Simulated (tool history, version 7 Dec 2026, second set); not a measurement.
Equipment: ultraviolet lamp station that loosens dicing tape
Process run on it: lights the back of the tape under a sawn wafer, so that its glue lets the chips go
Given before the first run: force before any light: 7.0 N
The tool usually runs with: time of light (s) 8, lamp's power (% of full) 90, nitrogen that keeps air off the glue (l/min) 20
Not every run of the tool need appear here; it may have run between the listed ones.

run	hour	time of light (s)	lamp's power (% of full)	nitrogen that keeps air off the glue (l/min)	force that peels the tape off (N)	light that reached the tape (J/m2)
1	0	8	90	20	0.4	1970
2	23.4	8	90	20	0.406	1930
3	45.2	8	90	20	0.409	1930
4	67.3	8	90	20	0.434	1910
5	82.9	8	90	20	0.427	1900
6	97.2	8	90	20	0.422	1910
7	119.5	8	90	20	0.437	1840
8	148.4	8	90	8	0.802	1820
# hour 150.8: window cleaned of glue's vapour
9	174.1	8	90	20	0.481	1820
10	199.9	8	90	20	0.495	1740
11	216.6	8	90	34	0.382	1760
12	240.6	12	90	20	0.193	2660
13	252.9	6	64	14	1.935	890

Run 14 comes next. What will it give?
# hour 267.7: window cleaned of glue's vapour, once more
14	282.7	6	64	14	?	?

Run 14 came out at force that peels the tape off (N) 1.713, light that reached the tape (J/m2) 1000.
If the tool had no hidden condition, the same run with the same run-to-run variation would have returned force that peels the tape off (N) 1.161, light that reached the tape (J/m2) 1290.
